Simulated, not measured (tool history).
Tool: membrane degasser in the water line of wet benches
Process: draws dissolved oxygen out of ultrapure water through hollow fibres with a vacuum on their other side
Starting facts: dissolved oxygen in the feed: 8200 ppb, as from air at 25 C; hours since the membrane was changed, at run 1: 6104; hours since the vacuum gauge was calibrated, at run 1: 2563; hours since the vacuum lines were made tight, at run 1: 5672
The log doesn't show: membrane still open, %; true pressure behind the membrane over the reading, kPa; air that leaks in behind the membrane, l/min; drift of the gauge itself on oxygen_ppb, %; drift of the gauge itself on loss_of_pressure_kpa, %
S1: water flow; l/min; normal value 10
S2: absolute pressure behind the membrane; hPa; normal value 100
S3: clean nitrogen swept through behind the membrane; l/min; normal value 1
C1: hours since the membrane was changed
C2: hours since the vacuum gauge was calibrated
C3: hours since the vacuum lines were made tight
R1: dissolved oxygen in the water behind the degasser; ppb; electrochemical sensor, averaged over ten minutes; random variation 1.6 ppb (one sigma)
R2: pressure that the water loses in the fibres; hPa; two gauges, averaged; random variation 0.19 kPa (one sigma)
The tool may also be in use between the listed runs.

run    hour  S1   S2    S3     C1    C2    C3     R1     R2
  1       0  10  100     1   6104  2563  5672  170.3  390.3
  2   188.2   6  100     1   6292  2751  5861  100.5  231.4
  3   328.7  10  100  1.87   6433  2891  6001  103.2  393.1
  4     516   8  100     1   6620  3079  6188  132.6  315.7
  5   743.8  10  165     1   6848  3306  6416  319.1  392.2
  6   941.2  10  165     1   7045  3504  6614  313.9  390.9
  7  1169.6  10  165     1   7273  3732  6842  316.6  392.5
     1212.1  -- vacuum gauge calibrated
  8    1307  10  165     1   7410    95  6979  317.7  390.1
  9  1474.3  10  165     1   7578   262  7146  317.8  389.2
 10    1583  10  222     1   7686   371  7255  443.3  394.5
 11    1796  10  222     1   7899   584  7468  444.2  391.3
 12  1961.6   7  100     1   8065   750  7633  116.1  269.6
 13  2071.5   7  100     1   8175   859  7743    113  272.6
 14  2220.1   7  100     1   8323  1008  7892  116.1  274.1
 15  2354.7   7  100  0.97   8458  1143  8026  119.1    273
 16  2549.7  10   72     1   8653  1338  8221  107.6  388.9
 17  2765.3  10   72     1   8869  1553  8437  105.3  388.8
 18  2949.9  10   80   1.5   9053  1738  8622   91.4    391
 19  3065.6  10   72     1   9169  1854  8737  108.2  391.1
 20  3251.9  10   72     1   9355  2040  8924    108  390.2
 21  3447.7   8  181   1.9   9551  2236  9120  156.4  314.4
 22  3612.3   6  130     1   9716  2400  9284  142.1    236
 23  3829.6  12  139  0.54   9933  2618  9501  533.4    471
 24  4005.3  11  131  0.95  10109  2793  9677  282.4    431
     4074.4  -- seals of the vacuum lines changed
 25    4144  11   87  0.95  10245  2930    70  166.2  433.1
 26  4272.7  10   73  2.19  10374  3059   198   58.8  390.7
 27  4372.3  10   73  2.19  10474  3158   298   58.4  390.7
 28  4517.5  12  107  1.51  10619  3303   443    171  469.1
 29  4671.1   6  107  1.54  10772  3457   597   71.3  236.8
 30  4887.6  11  111  1.42  10989  3674   813    163  429.3
     4984.4  -- vacuum gauge calibrated
 31  4989.2  11   80  0.98  11090     5   914  146.3    433

For each entry between runs, how does the tool's hidden state at the last listed run before it compare with that at the first listed run after it?
Logged between run 7 and run 8: vacuum gauge calibrated (hour 1212.1)
  no difference in the tool's unlogged condition between these two runs
Logged between run 24 and run 25: seals of the vacuum lines changed (hour 4074.4)
  air that leaks in behind the membrane, l/min: 0.0025 -> 0.002
Logged between run 30 and run 31: vacuum gauge calibrated (hour 4984.4)
  no difference in the tool's unlogged condition between these two runs
